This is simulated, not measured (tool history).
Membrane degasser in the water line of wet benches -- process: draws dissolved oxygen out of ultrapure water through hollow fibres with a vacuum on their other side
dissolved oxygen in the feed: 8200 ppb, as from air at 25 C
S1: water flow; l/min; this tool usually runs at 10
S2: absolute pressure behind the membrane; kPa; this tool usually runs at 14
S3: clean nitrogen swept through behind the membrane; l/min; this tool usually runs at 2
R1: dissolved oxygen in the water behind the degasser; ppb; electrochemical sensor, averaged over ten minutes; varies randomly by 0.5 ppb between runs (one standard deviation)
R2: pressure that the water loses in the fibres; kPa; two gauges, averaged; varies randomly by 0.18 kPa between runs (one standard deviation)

Run 1, hour 0: usual settings. Result: R1 141.3 ppb, R2 34.29 kPa.
Run 2, hour 61.1: usual settings. Result: R1 141.7 ppb, R2 34.24 kPa.
At hour 121.9: seals of the vacuum lines changed.
Run 3, hour 129.3: usual settings. Result: R1 134.6 ppb, R2 34.21 kPa.
Run 4, hour 169.2: usual settings but S3 3.37 l/min. Result: R1 82.3 ppb, R2 34.63 kPa.
Run 5, hour 222.9: usual settings but S3 3.37 l/min. Result: R1 82.1 ppb, R2 34.43 kPa.
Run 6, hour 273.5: usual settings. Result: R1 135.7 ppb, R2 34.39 kPa.
Run 7, hour 305: usual settings. Result: R1 135.8 ppb, R2 34.82 kPa.
Run 8, hour 335.6: usual settings. Result: R1 135.6 ppb, R2 34.55 kPa.
Run 9, hour 388.6: usual settings. Result: R1 135.7 ppb, R2 34.52 kPa.
Run 10, hour 429.2: usual settings. Result: R1 135.5 ppb, R2 34.52 kPa.
Run 11, hour 464.6: usual settings. Result: R1 136.2 ppb, R2 34.83 kPa.
At hour 499.5: vacuum gauge calibrated.
Run 12, hour 526.5: usual settings but S2 33.6 kPa, S3 0.95 l/min. Result: R1 700.5 ppb, R2 34.93 kPa.
Run 13, hour 590.2: usual settings but S2 33.6 kPa, S3 0.95 l/min. Result: R1 700.5 ppb, R2 34.95 kPa.
Run 14, hour 651.2: usual settings but S2 33.6 kPa, S3 0.95 l/min. Result: R1 701.9 ppb, R2 34.69 kPa.
Run 15, hour 704.7: usual settings but S2 33.6 kPa, S3 0.95 l/min. Result: R1 703.6 ppb, R2 34.71 kPa.
Run 16, hour 775.4: usual settings but S2 9.1 kPa, S3 3.46 l/min. Result: R1 44.7 ppb, R2 34.67 kPa.
Run 17, hour 835.1: usual settings but S1 15 l/min, S2 13.9 kPa, S3 2.23 l/min. Result: R1 183.8 ppb, R2 52.25 kPa.
Run 18, hour 901: usual settings but S1 7 l/min. Result: R1 94.9 ppb, R2 24.3 kPa.
Run 19, hour 938.9: usual settings but S1 12 l/min, S2 10.4 kPa, S3 4.7 l/min. Result: R1 51.2 ppb, R2 41.91 kPa.
Run 20, hour 973.7: usual settings but S1 13 l/min, S2 22.7 kPa, S3 4.3 l/min. Result: R1 150.9 ppb, R2 45.14 kPa.
Run 21, hour 1005.4: usual settings but S1 13 l/min, S2 22.7 kPa, S3 3.32 l/min. Result: R1 193.6 ppb, R2 45.11 kPa.
Run 22, hour 1037.2: usual settings but S1 13 l/min, S2 22.7 kPa, S3 3.32 l/min. Result: R1 192 ppb, R2 45.18 kPa.

Subtracting, for every run, the result it would have given without the tool's unlogged condition from the measured result gives the following. The same run-to-run variation enters both numbers; the gauge's scatter may not:
The hidden state here: membrane still open, %; true pressure behind the membrane over the reading, kPa; air that leaks in behind the membrane, l/min; drift of the gauge itself on oxygen_ppb, %; drift of the gauge itself on loss_of_pressure_kpa, %.
run     R1     R2
  1    +10   +0.5
  2  +10.2  +0.53
  3   +2.6  +0.57
  4   +1.7   +0.6
  5   +1.9  +0.62
  6     +3  +0.65
  7   +3.2  +0.67
  8   +3.2  +0.68
  9   +3.4  +0.71
 10   +3.5  +0.74
 11   +3.7  +0.76
 12   +3.8  +0.79
 13   +4.6  +0.82
 14   +5.3  +0.85
 15   +5.9  +0.88
 16   +1.1  +0.91
 17   +3.6  +1.43
 18     +2  +0.69
 19   +1.8   +1.2
 20   +3.1  +1.33
 21   +3.7  +1.35
 22   +3.8  +1.38
